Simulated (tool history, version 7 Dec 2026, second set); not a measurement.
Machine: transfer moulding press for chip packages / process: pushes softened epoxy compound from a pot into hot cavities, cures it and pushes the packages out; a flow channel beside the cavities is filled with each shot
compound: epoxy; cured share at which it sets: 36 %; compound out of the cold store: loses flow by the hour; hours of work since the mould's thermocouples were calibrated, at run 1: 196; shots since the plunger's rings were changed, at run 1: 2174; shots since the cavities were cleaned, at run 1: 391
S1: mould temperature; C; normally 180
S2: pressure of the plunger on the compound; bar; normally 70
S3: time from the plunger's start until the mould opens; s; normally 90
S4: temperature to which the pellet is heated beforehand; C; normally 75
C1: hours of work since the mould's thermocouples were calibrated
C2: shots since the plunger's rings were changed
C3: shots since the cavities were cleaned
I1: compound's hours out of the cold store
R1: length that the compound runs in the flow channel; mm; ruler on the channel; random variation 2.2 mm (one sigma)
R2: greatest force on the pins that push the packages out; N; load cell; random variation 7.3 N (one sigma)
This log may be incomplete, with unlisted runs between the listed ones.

run 1 hour=0 | S1=180 S2=70 S3=90 S4=75 | C1=196 C2=2174 C3=391 | I1=25.5 | R1=737 R2=526
run 2 hour=19.5 | S1=180 S2=70 S3=90 S4=75 | C1=210 C2=2440 C3=657 | I1=37.5 | R1=698 R2=547
-- hour=31.1 cavities cleaned with cleaning compound and waxed
run 3 hour=50.1 | S1=180 S2=70 S3=90 S4=75 | C1=232 C2=2835 C3=259 | I1=12.7 | R1=775 R2=470
-- hour=71.5 plunger's sealing rings changed
run 4 hour=71.5 | S1=180 S2=70 S3=90 S4=75 | C1=246 C2=0 C3=516 | I1=38.7 | R1=718 R2=533
-- hour=93.5 cavities cleaned with cleaning compound and waxed
run 5 hour=105 | S1=180 S2=54 S3=90 S4=75 | C1=270 C2=435 C3=156 | I1=17.5 | R1=691 R2=428
run 6 hour=126 | S1=180 S2=54 S3=90 S4=75 | C1=285 C2=720 C3=441 | I1=16.7 | R1=690 R2=521
run 7 hour=146.7 | S1=180 S2=70 S3=90 S4=75 | C1=301 C2=1002 C3=723 | I1=13.5 | R1=796 R2=555
-- hour=155.3 cavities cleaned with cleaning compound and waxed
run 8 hour=165.8 | S1=180 S2=70 S3=90 S4=75 | C1=314 C2=1240 C3=143 | I1=22.5 | R1=764 R2=414
run 9 hour=189.8 | S1=180 S2=70 S3=90 S4=70 | C1=332 C2=1567 C3=470 | I1=29.5 | R1=731 R2=496
-- hour=216.1 cavities cleaned with cleaning compound and waxed
run 10 hour=216.1 | S1=173 S2=70 S3=90 S4=75 | C1=350 C2=1904 C3=0 | I1=43.2 | R1=693 R2=403
run 11 hour=237.8 | S1=173 S2=70 S3=90 S4=75 | C1=367 C2=2199 C3=295 | I1=18.3 | R1=775 R2=685
run 12 hour=267 | S1=180 S2=70 S3=82 S4=75 | C1=388 C2=2596 C3=692 | I1=39.4 | R1=692 R2=589
-- hour=277.5 cavities cleaned with cleaning compound and waxed
run 13 hour=296.5 | S1=180 S2=70 S3=90 S4=75 | C1=409 C2=2977 C3=259 | I1=25.9 | R1=731 R2=454
-- hour=308.5 plunger's sealing rings changed
run 14 hour=320.8 | S1=175 S2=70 S3=90 S4=75 | C1=426 C2=166 C3=554 | I1=28 | R1=761 R2=655
-- hour=341.7 cavities cleaned with cleaning compound and waxed
run 15 hour=342.1 | S1=175 S2=70 S3=122 S4=83 | C1=440 C2=435 C3=5 | I1=39.9 | R1=719 R2=287
run 16 hour=357.3 | S1=175 S2=70 S3=122 S4=83 | C1=452 C2=642 C3=212 | I1=25.1 | R1=770 R2=406
run 17 hour=371.9 | S1=180 S2=70 S3=90 S4=84 | C1=463 C2=841 C3=411 | I1=40.6 | R1=706 R2=496
run 18 hour=398.4 | S1=180 S2=65.8 S3=130 S4=73 | C1=482 C2=1201 C3=771 | I1=14.5 | R1=770 R2=489
-- hour=402 cavities cleaned with cleaning compound and waxed
run 19 hour=420.7 | S1=186 S2=65.8 S3=124 S4=73 | C1=498 C2=1483 C3=254 | I1=21.1 | R1=732 R2=405
run 20 hour=442.2 | S1=180 S2=65.8 S3=91 S4=73 | C1=514 C2=1776 C3=547 | I1=29.5 | R1=706 R2=532
-- hour=464 cavities cleaned with cleaning compound and waxed
run 21 hour=464.3 | S1=175 S2=52.5 S3=90 S4=80 | C1=529 C2=2056 C3=4 | I1=10.2 | R1=697 R2=405
run 22 hour=493.2 | S1=180 S2=70 S3=90 S4=71 | C1=551 C2=2449 C3=397 | I1=13.7 | R1=776 R2=505
run 23 hour=516.4 | S1=180 S2=70 S3=90 S4=75 | C1=568 C2=2764 C3=712 | I1=42.4 | R1=675 R2=545
-- hour=525.4 cavities cleaned with cleaning compound and waxed
-- hour=545.7 plunger's sealing rings changed
run 24 hour=545.8 | S1=180 S2=70 S3=90 S4=75 | C1=587 C2=3 C3=244 | I1=20.5 | R1=783 R2=459
run 25 hour=570.2 | S1=177 S2=52.1 S3=122 S4=77 | C1=605 C2=334 C3=575 | I1=46.8 | R1=601 R2=491
-- hour=587.9 cavities cleaned with cleaning compound and waxed
run 26 hour=589.1 | S1=175 S2=62.3 S3=84 S4=81 | C1=618 C2=571 C3=16 | I1=40.4 | R1=678 R2=424
run 27 hour=619.2 | S1=175 S2=62.3 S3=84 S4=81 | C1=641 C2=979 C3=424 | I1=9.5 | R1=777 R2=716

3 ways to go on from here, each from the tool as it stands after run 27. What would each give?
run A hour=642.9 | S1=184 S2=62.3 S3=106 S4=81 | C1=658 C2=1301 C3=746 | I1=36.6 | R1=? R2=?
run B hour=642.9 | S1=179 S2=81.7 S3=92 S4=75 | C1=658 C2=1301 C3=746 | I1=17.9 | R1=? R2=?
run C hour=642.9 | S1=180 S2=70 S3=75 S4=74 | C1=658 C2=1301 C3=746 | I1=46.5 | R1=? R2=?

run=A R1=668 R2=476
run=B R1=842 R2=557
run=C R1=682 R2=645
What these runs would have given with no unlogged condition in the tool:
run=A R1=682 R2=262
run=B R1=861 R2=323
run=C R1=697 R2=380

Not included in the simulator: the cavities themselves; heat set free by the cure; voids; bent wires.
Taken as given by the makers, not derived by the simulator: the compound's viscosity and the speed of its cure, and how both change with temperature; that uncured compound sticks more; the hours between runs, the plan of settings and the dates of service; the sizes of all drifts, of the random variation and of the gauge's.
